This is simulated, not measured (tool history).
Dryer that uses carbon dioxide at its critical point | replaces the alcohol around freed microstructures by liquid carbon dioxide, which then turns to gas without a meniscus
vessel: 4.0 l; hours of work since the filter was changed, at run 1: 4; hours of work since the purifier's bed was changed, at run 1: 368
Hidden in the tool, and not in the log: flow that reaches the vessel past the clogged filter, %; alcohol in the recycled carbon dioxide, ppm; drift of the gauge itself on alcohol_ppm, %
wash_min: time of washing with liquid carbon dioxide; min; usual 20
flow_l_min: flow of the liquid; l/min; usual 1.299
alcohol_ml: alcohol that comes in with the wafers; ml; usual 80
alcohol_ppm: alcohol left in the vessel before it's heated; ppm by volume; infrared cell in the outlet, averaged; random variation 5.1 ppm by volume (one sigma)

run   hour  wash_min  flow_l_min  alcohol_ml  hours of work since the filter was changed  hours of work since the purifier's bed was changed  alcohol_ppm
  1    0.0        20       1.299          80                                           4                                                 368          120
  2   26.2        20       1.299          21                                          17                                                 381           68
  3   60.3        20       1.299          21                                          34                                                 398           65
  4   84.5        20       1.299          21                                          46                                                 410           71
  5  120.1        20       1.299          21                                          63                                                 427           56
  6  140.5        25       1.299          80                                          73                                                 437           74
  7  189.7        25       1.299          80                                          97                                                 461           86
  8  211.2        20       1.920          53                                         108                                                 472           56
  9  250.2        17       1.299          42                                         127                                                 491          170
 10  288.6        30       2.100          36                                         146                                                 510           65
 11  314.0        30       2.100          43                                         158                                                 522           51
 12  361.0        30       2.100          83                                         181                                                 545           56
 13  390.9        30       2.100          83                                         196                                                 560           62

5 ways to go on from here, each from the tool as it stands after run 13. What would each give?
  A  415.9        25       1.070          43                                         208                                                 572            ?
  B  415.9        21       1.020          83                                         208                                                 572            ?
  C  415.9        17       0.790         113                                         208                                                 572            ?
  D  415.9        20       1.670          27                                         208                                                 572            ?
  E  415.9        29       2.130          79                                         208                                                 572            ?

run  alcohol_ppm
  A          111
  B          321
  C         1832
  D           82
  E           73
Without the tool's hidden state the same runs would have given:
run  alcohol_ppm
  A           39
  B          212
  C         1533
  D           18
  E           11
